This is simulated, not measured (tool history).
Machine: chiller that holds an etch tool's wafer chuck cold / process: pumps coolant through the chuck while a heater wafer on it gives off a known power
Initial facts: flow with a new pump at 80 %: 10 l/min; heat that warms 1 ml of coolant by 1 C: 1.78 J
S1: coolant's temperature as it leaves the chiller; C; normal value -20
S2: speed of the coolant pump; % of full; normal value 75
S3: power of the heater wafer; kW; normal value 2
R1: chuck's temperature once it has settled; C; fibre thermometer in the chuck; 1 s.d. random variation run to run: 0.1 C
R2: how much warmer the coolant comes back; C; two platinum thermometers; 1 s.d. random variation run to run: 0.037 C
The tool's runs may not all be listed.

| run | hour | S1 | S2 | S3 | R1 | R2 |
|---|---|---|---|---|---|---|
| 1 | 0 | -20 | 75 | 2 | 4.2 | 7.26 |
| 2 | 31.1 | -20 | 75 | 2 | 4.1 | 7.23 |
| 3 | 81.6 | -20 | 75 | 2 | 4.2 | 7.25 |
| 4 | 132.9 | -20 | 75 | 2 | 4.3 | 7.2 |
| 5 | 164.8 | -20 | 75 | 2.193 | 6.7 | 7.91 |
| 6 | 195.7 | -20 | 75 | 2.193 | 6.6 | 7.9 |
| 7 | 248.8 | -25 | 75 | 2.193 | 1.8 | 7.91 |
| 8 | 298.8 | -27 | 75 | 2 | -2.6 | 7.28 |
| 9 | 351.1 | -20 | 75 | 2 | 4.5 | 7.26 |
| 10 | 377.6 | -20 | 75 | 2 | 4.2 | 7.26 |
| 11 | 403.5 | -20 | 75 | 2 | 4.4 | 7.29 |
| 12 | 448.9 | -20 | 75 | 2 | 4.5 | 7.29 |
| 13 | 502.6 | -20 | 92 | 2 | 0.6 | 5.99 |
| 14 | 529.6 | -20 | 92 | 2 | 0.7 | 5.89 |
| 15 | 572.1 | -20 | 75 | 1.597 | -0.6 | 5.8 |
| 16 | 606 | -20 | 75 | 1.597 | -0.5 | 5.82 |
| 17 | 632.5 | -20 | 99 | 1.353 | -7 | 3.76 |
| 18 | 666.4 | -20 | 99 | 1.353 | -7 | 3.77 |
| 19 | 696.2 | -20 | 99 | 1.353 | -6.8 | 3.76 |
|  | 751.1 | coolant changed, channels flushed |
| 20 | 754 | -17 | 69 | 2.821 | 17.3 | 11.24 |
| 21 | 788.7 | -17 | 69 | 2.821 | 17 | 11.23 |
| 22 | 812.7 | -14 | 69 | 2.964 | 22.3 | 11.83 |
| 23 | 860 | -16 | 93 | 2.53 | 8 | 7.44 |
| 24 | 888.9 | -16 | 93 | 2.53 | 8 | 7.5 |
| 25 | 934.6 | -20 | 69 | 2 | 4.2 | 7.91 |
| 26 | 957.9 | -20 | 69 | 2 | 4.1 | 8.02 |
| 27 | 1002.6 | -13 | 83 | 1.109 | -1.9 | 3.72 |
| 28 | 1048.1 | -13 | 83 | 1.109 | -1.7 | 3.75 |
| 29 | 1076.6 | -20 | 66 | 2 | 5.4 | 8.35 |
| 30 | 1131.1 | -28 | 77 | 2.563 | 0.7 | 9.21 |
| 31 | 1154.1 | -20 | 75 | 2 | 2.7 | 7.4 |

Below, some changes in R1 between adjacent runs. For each, the amount present without the hidden state too (settings, incoming material, random variation) and the amount remaining for the hidden state with gauge scatter not shared by both compared results:
What the log doesn't record here: heat passed by the chuck's channels, % of clean ones'; flow at a given pump speed, % of a new pump's; coolant's true temperature over the reading, C; drift of the gauge itself on chuck_c, C; drift of the gauge itself on warmer_back_c, C.
Run 12 -> 13: S2 75 -> 92. R1 -3.9 C: hidden state -0.4, all else -3.5.
Run 16 -> 17: S2 75 -> 99, S3 1.597 -> 1.353. R1 -6.5 C: hidden state -0.6, all else -5.9.
Run 19 -> 20: S1 -20 -> -17, S2 99 -> 69, S3 1.353 -> 2.821, coolant changed, channels flushed. R1 +24.1 C: hidden state -0.9, all else +25.
Run 22 -> 23: S1 -14 -> -16, S2 69 -> 93, S3 2.964 -> 2.53. R1 -14.3 C: hidden state -0.2, all else -14.1.
Run 28 -> 29: S1 -13 -> -20, S2 83 -> 66, S3 1.109 -> 2. R1 +7.1 C: hidden state +0.4, all else +6.7.
